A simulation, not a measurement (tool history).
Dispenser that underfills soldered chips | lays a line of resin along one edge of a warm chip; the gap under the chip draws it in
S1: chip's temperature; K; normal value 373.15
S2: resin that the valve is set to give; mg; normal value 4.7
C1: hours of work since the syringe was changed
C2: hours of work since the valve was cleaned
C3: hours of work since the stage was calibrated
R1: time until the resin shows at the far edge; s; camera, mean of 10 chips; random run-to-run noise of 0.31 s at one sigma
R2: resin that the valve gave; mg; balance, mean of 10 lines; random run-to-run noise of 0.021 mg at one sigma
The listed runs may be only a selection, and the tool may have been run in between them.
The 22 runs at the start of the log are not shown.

run	hour	S1	S2	C1	C2	C3	R1	R2
# hour 245.1: new syringe of resin
23	253.7	372.15	5.23	6	72	28	11.7	4.92
# hour 258.5: new syringe of resin
24	265.6	372.15	5.23	5	79	36	10.6	4.9
# hour 270.7: new syringe of resin
25	272.8	379.15	5.76	1	84	40	6.6	5.37
26	280.6	367.15	5.17	6	89	45	14.4	4.83
# hour 282.8: new syringe of resin
27	288.6	367.15	5.17	4	94	50	11	4.79
# hour 295.8: new syringe of resin
28	299.7	382.15	5.61	3	101	58	6.9	5.19
# hour 308.5: new syringe of resin
29	311.4	387.15	5.98	2	109	65	5.8	5.54
# hour 320.8: new syringe of resin
30	321.6	365.15	4.9	1	115	72	9.2	4.47
# hour 333.4: new syringe of resin
31	333.7	365.15	4.9	0	123	79	9.1	4.46
# hour 345.8: new syringe of resin
32	348.5	384.15	4.07	2	133	89	5.7	3.67

Run 33 has not been measured yet. What should we expect?
# hour 358.4: new syringe of resin
33	363.7	373.15	4.03	3	142	99	?	?

{"run 33": {"R1": 10.9, "R2": 3.6}}
Without the tool's hidden state the same run would have given R1 8 s, R2 4.02 mg.
